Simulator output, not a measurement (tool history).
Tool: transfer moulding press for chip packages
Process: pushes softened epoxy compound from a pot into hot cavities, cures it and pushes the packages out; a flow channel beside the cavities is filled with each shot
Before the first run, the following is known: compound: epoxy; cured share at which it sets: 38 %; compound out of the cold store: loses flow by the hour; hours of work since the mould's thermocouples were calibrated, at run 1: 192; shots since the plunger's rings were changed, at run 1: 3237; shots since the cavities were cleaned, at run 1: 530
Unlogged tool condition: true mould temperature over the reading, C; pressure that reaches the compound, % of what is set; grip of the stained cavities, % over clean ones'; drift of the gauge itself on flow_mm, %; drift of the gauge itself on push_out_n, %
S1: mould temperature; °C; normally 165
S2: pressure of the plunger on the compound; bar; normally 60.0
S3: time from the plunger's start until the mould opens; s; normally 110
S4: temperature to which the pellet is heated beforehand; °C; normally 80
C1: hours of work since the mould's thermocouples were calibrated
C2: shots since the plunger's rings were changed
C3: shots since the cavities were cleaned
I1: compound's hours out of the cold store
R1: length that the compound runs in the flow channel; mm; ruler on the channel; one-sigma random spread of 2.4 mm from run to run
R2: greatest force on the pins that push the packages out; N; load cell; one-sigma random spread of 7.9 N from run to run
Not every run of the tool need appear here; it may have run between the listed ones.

run 1 hour=0.0 | S1=165 S2=60.0 S3=110 S4=80 | C1=192 C2=3237 C3=530 | I1=10.4 | R1=645 R2=556
run 2 hour=21.6 | S1=165 S2=60.0 S3=110 S4=80 | C1=201 C2=3384 C3=677 | I1=20.2 | R1=614 R2=577
run 3 hour=41.6 | S1=165 S2=60.0 S3=110 S4=80 | C1=210 C2=3520 C3=813 | I1=34.2 | R1=572 R2=577
run 4 hour=56.5 | S1=165 S2=60.0 S3=110 S4=80 | C1=216 C2=3621 C3=914 | I1=26.9 | R1=596 R2=586
-- hour=62.6 cavities cleaned with cleaning compound and waxed
run 5 hour=81.0 | S1=165 S2=60.0 S3=110 S4=80 | C1=226 C2=3778 C3=125 | I1=23.3 | R1=604 R2=430
run 6 hour=96.4 | S1=165 S2=60.0 S3=101 S4=78 | C1=233 C2=3882 C3=229 | I1=28.7 | R1=586 R2=533
-- hour=103.6 plunger's sealing rings changed
run 7 hour=117.8 | S1=165 S2=56.5 S3=119 S4=78 | C1=241 C2=96 C3=358 | I1=37.6 | R1=561 R2=497
run 8 hour=138.0 | S1=165 S2=56.5 S3=119 S4=78 | C1=250 C2=233 C3=495 | I1=39.8 | R1=556 R2=516
run 9 hour=148.9 | S1=163 S2=53.9 S3=96 S4=78 | C1=254 C2=307 C3=569 | I1=45.0 | R1=536 R2=720
run 10 hour=169.6 | S1=171 S2=67.8 S3=110 S4=80 | C1=263 C2=448 C3=710 | I1=19.8 | R1=654 R2=539

Had the tool no unlogged condition, and each run kept its random variation, what would the results have been?
run=1 R1=664 R2=333
run=2 R1=632 R2=335
run=3 R1=590 R2=325
run=4 R1=615 R2=324
run=5 R1=624 R2=338
run=6 R1=607 R2=373
run=7 R1=560 R2=320
run=8 R1=556 R2=312
run=9 R1=536 R2=421
run=10 R1=655 R2=312
